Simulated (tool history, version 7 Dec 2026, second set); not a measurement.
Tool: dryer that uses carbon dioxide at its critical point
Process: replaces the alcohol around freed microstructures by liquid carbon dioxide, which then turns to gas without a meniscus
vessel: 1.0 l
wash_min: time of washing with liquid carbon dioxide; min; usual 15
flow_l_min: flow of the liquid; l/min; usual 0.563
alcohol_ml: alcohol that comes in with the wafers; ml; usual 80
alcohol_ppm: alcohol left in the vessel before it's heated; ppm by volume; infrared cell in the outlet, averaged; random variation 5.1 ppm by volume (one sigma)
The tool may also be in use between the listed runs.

run 1 hour=0 | wash_min=15 flow_l_min=0.563 alcohol_ml=80 | alcohol_ppm=144
run 2 hour=11.9 | wash_min=14 flow_l_min=0.563 alcohol_ml=80 | alcohol_ppm=196
run 3 hour=22.8 | wash_min=15 flow_l_min=0.563 alcohol_ml=80 | alcohol_ppm=156
run 4 hour=34.9 | wash_min=15 flow_l_min=0.563 alcohol_ml=80 | alcohol_ppm=141
run 5 hour=41.5 | wash_min=15 flow_l_min=0.563 alcohol_ml=80 | alcohol_ppm=144
run 6 hour=48.2 | wash_min=21 flow_l_min=0.563 alcohol_ml=80 | alcohol_ppm=72
run 7 hour=62.9 | wash_min=10 flow_l_min=0.563 alcohol_ml=80 | alcohol_ppm=965
run 8 hour=69.8 | wash_min=15 flow_l_min=0.563 alcohol_ml=80 | alcohol_ppm=162
run 9 hour=78.8 | wash_min=15 flow_l_min=0.563 alcohol_ml=80 | alcohol_ppm=163
run 10 hour=94.4 | wash_min=15 flow_l_min=0.563 alcohol_ml=80 | alcohol_ppm=169
run 11 hour=105 | wash_min=15 flow_l_min=0.563 alcohol_ml=86 | alcohol_ppm=171
run 12 hour=113.7 | wash_min=20 flow_l_min=0.563 alcohol_ml=51 | alcohol_ppm=72
run 13 hour=126.8 | wash_min=20 flow_l_min=0.563 alcohol_ml=51 | alcohol_ppm=83
run 14 hour=138.3 | wash_min=20 flow_l_min=0.563 alcohol_ml=51 | alcohol_ppm=80
run 15 hour=154 | wash_min=15 flow_l_min=0.563 alcohol_ml=75 | alcohol_ppm=178
run 16 hour=161.8 | wash_min=20 flow_l_min=0.636 alcohol_ml=36 | alcohol_ppm=80
run 17 hour=170.4 | wash_min=18 flow_l_min=0.892 alcohol_ml=60 | alcohol_ppm=80
run 18 hour=184.4 | wash_min=10 flow_l_min=0.563 alcohol_ml=65 | alcohol_ppm=853
run 19 hour=191.8 | wash_min=10 flow_l_min=0.563 alcohol_ml=65 | alcohol_ppm=848

3 ways to go on from here, each from the tool as it stands after run 19. What would each give?
run A hour=205.6 | wash_min=14 flow_l_min=0.397 alcohol_ml=40 | alcohol_ppm=?
run B hour=205.6 | wash_min=15 flow_l_min=0.912 alcohol_ml=42 | alcohol_ppm=?
run C hour=205.6 | wash_min=10 flow_l_min=0.635 alcohol_ml=55 | alcohol_ppm=?

run=A alcohol_ppm=617
run=B alcohol_ppm=91
run=C alcohol_ppm=459
Without the tool's hidden state the same runs would have given:
run=A alcohol_ppm=415
run=B alcohol_ppm=11
run=C alcohol_ppm=283

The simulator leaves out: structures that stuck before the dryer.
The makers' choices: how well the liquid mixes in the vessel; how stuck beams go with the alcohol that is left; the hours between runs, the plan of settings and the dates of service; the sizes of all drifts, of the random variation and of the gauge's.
